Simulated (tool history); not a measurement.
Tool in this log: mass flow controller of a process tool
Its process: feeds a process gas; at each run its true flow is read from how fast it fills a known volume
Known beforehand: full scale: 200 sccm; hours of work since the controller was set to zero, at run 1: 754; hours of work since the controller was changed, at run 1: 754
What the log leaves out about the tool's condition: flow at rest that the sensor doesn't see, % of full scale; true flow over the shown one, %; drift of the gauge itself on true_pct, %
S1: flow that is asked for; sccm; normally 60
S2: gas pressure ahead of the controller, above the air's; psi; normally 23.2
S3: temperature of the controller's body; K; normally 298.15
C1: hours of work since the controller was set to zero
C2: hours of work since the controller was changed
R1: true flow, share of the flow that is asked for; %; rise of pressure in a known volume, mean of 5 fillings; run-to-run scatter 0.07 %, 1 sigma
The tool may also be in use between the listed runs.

run,hour,S1,S2,S3,C1,C2,R1
1,0,60,23.2,298.15,754,754,98.3
2,55.4,38,23.2,298.15,773,773,98.15
3,111.5,38,23.2,298.15,792,792,98.09
4,195.8,20,23.2,298.15,821,821,97.66
5,260.6,20,23.2,298.15,844,844,97.53
6,307.2,60,23.2,307.15,860,860,98.1
7,374.7,60,23.2,307.15,883,883,98.01
8,436.4,60,23.2,307.15,905,905,98.07
9,488.1,60,23.2,307.15,922,922,97.94
10,578,60,37.1,298.15,954,954,96.96
11,662.7,60,37.1,298.15,983,983,96.93
12,708,60,23.2,296.15,998,998,97.34
13,755.1,60,23.2,296.15,1015,1015,97.2
14,797.2,60,23.2,296.15,1029,1029,97.11
15,863.9,60,23.2,296.15,1052,1052,97.06
16,904.3,79,23.2,296.15,1066,1066,97.32
17,948.4,43,23.2,298.15,1082,1082,96.74
18,990.7,43,23.2,298.15,1096,1096,96.7
19,1037.7,60,39.2,312.15,1113,1113,96.54
20,1102.8,60,39.2,312.15,1135,1135,96.56
21,1181.3,26,28.6,295.15,1162,1162,95.8
22,1256.3,183,23.2,302.15,1188,1188,98.08
23,1316.7,183,23.2,302.15,1209,1209,97.98
24,1402.9,158,23.2,294.15,1239,1239,97.24
25,1477.4,21,23.6,303.15,1265,1265,95.75
26,1528.1,25,23.6,312.15,1282,1282,95.99
27,1621.9,25,23.6,312.15,1315,1315,95.91
28,1671.2,25,23.6,312.15,1332,1332,95.67

Expected results for the next run?
29,1748.8,145,34.4,303.15,1359,1359,?

R1: 96.54 %
Take away the tool's hidden state, keep the run-to-run variation as it was, and the same run would have given R1 99.29 %.
